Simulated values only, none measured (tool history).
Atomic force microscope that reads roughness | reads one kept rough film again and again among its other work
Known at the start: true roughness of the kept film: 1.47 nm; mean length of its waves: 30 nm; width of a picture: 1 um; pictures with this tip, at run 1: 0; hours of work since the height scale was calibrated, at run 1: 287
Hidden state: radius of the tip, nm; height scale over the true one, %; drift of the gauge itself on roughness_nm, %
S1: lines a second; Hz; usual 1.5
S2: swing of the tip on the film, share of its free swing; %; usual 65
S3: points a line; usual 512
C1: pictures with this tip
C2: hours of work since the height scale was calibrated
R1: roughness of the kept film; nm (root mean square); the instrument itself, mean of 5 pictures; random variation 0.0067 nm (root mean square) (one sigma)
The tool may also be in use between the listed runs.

Run 1, day 0: usual settings; C1 0; C2 287. Result: R1 1.348 nm (root mean square).
Run 2, day 0.508: usual settings; C1 19; C2 296. Result: R1 1.329 nm (root mean square).
Run 3, day 1.017: usual settings; C1 39; C2 304. Result: R1 1.325 nm (root mean square).
Run 4, day 1.525: usual settings; C1 58; C2 312. Result: R1 1.314 nm (root mean square).
Run 5, day 2.196: usual settings; C1 84; C2 323. Result: R1 1.304 nm (root mean square).
Run 6, day 3.008: usual settings; C1 115; C2 337. Result: R1 1.303 nm (root mean square).
Run 7, day 3.946: usual settings but S2 77 %; C1 151; C2 352. Result: R1 1.204 nm (root mean square).
At day 4.092: new tip fitted.
Run 8, day 4.721: usual settings but S2 77 %; C1 25; C2 364. Result: R1 1.257 nm (root mean square).
Run 9, day 5.308: usual settings but S2 77 %; C1 47; C2 374. Result: R1 1.249 nm (root mean square).
Run 10, day 5.792: usual settings but S2 56 %; C1 66; C2 382. Result: R1 1.343 nm (root mean square).
Run 11, day 6.712: usual settings but S1 2.13 Hz; C1 101; C2 397. Result: R1 1.255 nm (root mean square).
Run 12, day 7.583: usual settings but S1 2.13 Hz; C1 134; C2 411. Result: R1 1.256 nm (root mean square).
Run 13, day 8.092: usual settings but S1 2.13 Hz; C1 154; C2 420. Result: R1 1.251 nm (root mean square).
At day 8.171: new tip fitted.
Run 14, day 8.546: usual settings but S1 2.13 Hz; C1 14; C2 427. Result: R1 1.31 nm (root mean square).
Run 15, day 9.217: usual settings but S1 2.13 Hz; C1 40; C2 438. Result: R1 1.298 nm (root mean square).
Run 16, day 10.171: usual settings but S3 466; C1 76; C2 453. Result: R1 1.308 nm (root mean square).
Run 17, day 10.838: usual settings but S3 466; C1 102; C2 464. Result: R1 1.293 nm (root mean square).
Run 18, day 11.45: usual settings but S3 466; C1 125; C2 474. Result: R1 1.275 nm (root mean square).
At day 12.258: new tip fitted.
Run 19, day 12.288: usual settings but S1 2.69 Hz, S2 73 %, S3 311; C1 2; C2 488. Result: R1 1.212 nm (root mean square).
Run 20, day 12.758: usual settings but S1 3.35 Hz, S3 977; C1 20; C2 495. Result: R1 1.251 nm (root mean square).
Run 21, day 13.7: usual settings but S1 3.1 Hz, S2 69 %, S3 306; C1 56; C2 511. Result: R1 1.201 nm (root mean square).
Run 22, day 14.304: usual settings but S1 3.1 Hz, S2 69 %, S3 306; C1 79; C2 521. Result: R1 1.19 nm (root mean square).
Run 23, day 15.225: usual settings but S1 1.47 Hz, S2 67 %; C1 114; C2 536. Result: R1 1.272 nm (root mean square).
Run 24, day 15.975: usual settings but S1 1.78 Hz, S2 67 %, S3 668; C1 143; C2 548. Result: R1 1.255 nm (root mean square).
At day 16.35: new tip fitted.
Run 25, day 16.8: usual settings but S1 1.78 Hz, S2 87 %, S3 668; C1 17; C2 561. Result: R1 1.178 nm (root mean square).
Run 26, day 17.312: usual settings but S1 1.78 Hz, S2 74 %, S3 477; C1 37; C2 570. Result: R1 1.265 nm (root mean square).
Run 27, day 18.067: usual settings but S1 3.39 Hz, S2 86 %, S3 525; C1 66; C2 582. Result: R1 1.002 nm (root mean square).
Run 28, day 18.75: usual settings but S1 1.01 Hz, S2 73 %, S3 413; C1 92; C2 593. Result: R1 1.291 nm (root mean square).
Run 29, day 19.233: usual settings but S1 1.01 Hz, S2 64 %, S3 576; C1 111; C2 601. Result: R1 1.307 nm (root mean square).
Run 30, day 19.988: usual settings but S1 1.02 Hz, S2 56 %, S3 732; C1 139; C2 613. Result: R1 1.321 nm (root mean square).
At day 20.408: new tip fitted.
Run 31, day 20.883: usual settings but S1 0.86 Hz, S2 56 %, S3 732; C1 18; C2 628. Result: R1 1.381 nm (root mean square).
Run 32, day 21.783: usual settings but S1 1.39 Hz, S2 62 %, S3 428; C1 52; C2 643. Result: R1 1.326 nm (root mean square).
Run 33, day 22.617: usual settings but S1 0.61 Hz, S2 79 %, S3 346; C1 84; C2 656. Result: R1 1.304 nm (root mean square).
Run 34, day 23.517: usual settings but S1 3.39 Hz, S2 77 %, S3 747; C1 119; C2 671. Result: R1 1.104 nm (root mean square).
Run 35, day 24.196: usual settings but S3 346; C1 145; C2 682. Result: R1 1.257 nm (root mean square).
At day 24.525: new tip fitted.
Run 36, day 25.188: usual settings but S3 346; C1 26; C2 698. Result: R1 1.323 nm (root mean square).

Forecast each of these 5 alternatives for the next run:
Run A, day 25.85: usual settings but S1 0.89 Hz; C1 51; C2 709. Result: R1 ?.
Run B, day 25.85: usual settings but S1 1.3 Hz, S2 82 %; C1 51; C2 709. Result: R1 ?.
Run C, day 25.85: usual settings but S3 386; C1 51; C2 709. Result: R1 ?.
Run D, day 25.85: usual settings but S1 1.29 Hz, S2 62 %, S3 346; C1 51; C2 709. Result: R1 ?.
Run E, day 25.85: usual settings but S2 81 %, S3 319; C1 51; C2 709. Result: R1 ?.

run     R1
  A  1.339
  B   1.24
  C  1.319
  D  1.321
  E  1.214
Without the tool's hidden state the same runs would have given:
run     R1
  A   1.37
  B  1.269
  C  1.349
  D  1.351
  E  1.242

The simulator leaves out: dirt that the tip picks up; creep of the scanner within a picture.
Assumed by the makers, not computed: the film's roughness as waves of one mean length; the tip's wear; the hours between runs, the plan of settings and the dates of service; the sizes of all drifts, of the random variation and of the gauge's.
